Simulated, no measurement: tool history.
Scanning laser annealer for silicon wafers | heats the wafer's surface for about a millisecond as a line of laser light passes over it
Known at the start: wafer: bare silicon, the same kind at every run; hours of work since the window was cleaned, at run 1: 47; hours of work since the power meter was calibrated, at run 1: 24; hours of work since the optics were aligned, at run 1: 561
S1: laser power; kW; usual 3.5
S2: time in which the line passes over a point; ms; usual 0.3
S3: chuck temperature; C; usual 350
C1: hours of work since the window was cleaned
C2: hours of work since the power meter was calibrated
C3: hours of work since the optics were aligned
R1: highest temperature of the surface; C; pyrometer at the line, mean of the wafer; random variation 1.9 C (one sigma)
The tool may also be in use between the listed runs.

Run 1, day 0: usual settings; C1 47; C2 24; C3 561. Result: R1 1137 C.
Run 2, day 0.338: usual settings but S2 0.375 ms; C1 51; C2 29; C3 565. Result: R1 1217 C.
Run 3, day 0.967: usual settings but S2 0.375 ms; C1 59; C2 36; C3 573. Result: R1 1219 C.
Run 4, day 1.379: usual settings; C1 64; C2 42; C3 578. Result: R1 1138 C.
Run 5, day 1.742: usual settings; C1 68; C2 46; C3 583. Result: R1 1136 C.
Run 6, day 2.321: usual settings; C1 76; C2 53; C3 590. Result: R1 1136 C.
Run 7, day 2.908: usual settings but S1 3.557 kW, S2 0.288 ms, S3 320 C; C1 83; C2 61; C3 597. Result: R1 1106 C.
Run 8, day 3.412: usual settings but S1 3.097 kW, S2 0.239 ms, S3 380 C; C1 89; C2 67; C3 604. Result: R1 1012 C.
Run 9, day 4.05: usual settings but S1 3.126 kW, S2 0.239 ms, S3 319 C; C1 97; C2 75; C3 612. Result: R1 958 C.
Run 10, day 4.438: usual settings but S3 386 C; C1 102; C2 80; C3 616. Result: R1 1172 C.
Run 11, day 4.738: usual settings but S3 381 C; C1 106; C2 84; C3 620. Result: R1 1164 C.
Run 12, day 5.358: usual settings but S2 0.228 ms, S3 330 C; C1 114; C2 91; C3 628. Result: R1 1027 C.

Forecast each of these 5 alternatives for the next run:
Run A, day 5.888: usual settings but S2 0.337 ms, S3 330 C; C1 120; C2 98; C3 635. Result: R1 ?.
Run B, day 5.888: usual settings but S2 0.31 ms, S3 316 C; C1 120; C2 98; C3 635. Result: R1 ?.
Run C, day 5.888: usual settings but S3 330 C; C1 120; C2 98; C3 635. Result: R1 ?.
Run D, day 5.888: usual settings but S1 3.767 kW; C1 120; C2 98; C3 635. Result: R1 ?.
Run E, day 5.888: usual settings but S1 3.257 kW; C1 120; C2 98; C3 635. Result: R1 ?.

run    R1
  A  1160
  B  1108
  C  1118
  D  1195
  E  1086
Without the tool's hidden state the same runs would have given:
run    R1
  A  1163
  B  1111
  C  1121
  D  1199
  E  1089

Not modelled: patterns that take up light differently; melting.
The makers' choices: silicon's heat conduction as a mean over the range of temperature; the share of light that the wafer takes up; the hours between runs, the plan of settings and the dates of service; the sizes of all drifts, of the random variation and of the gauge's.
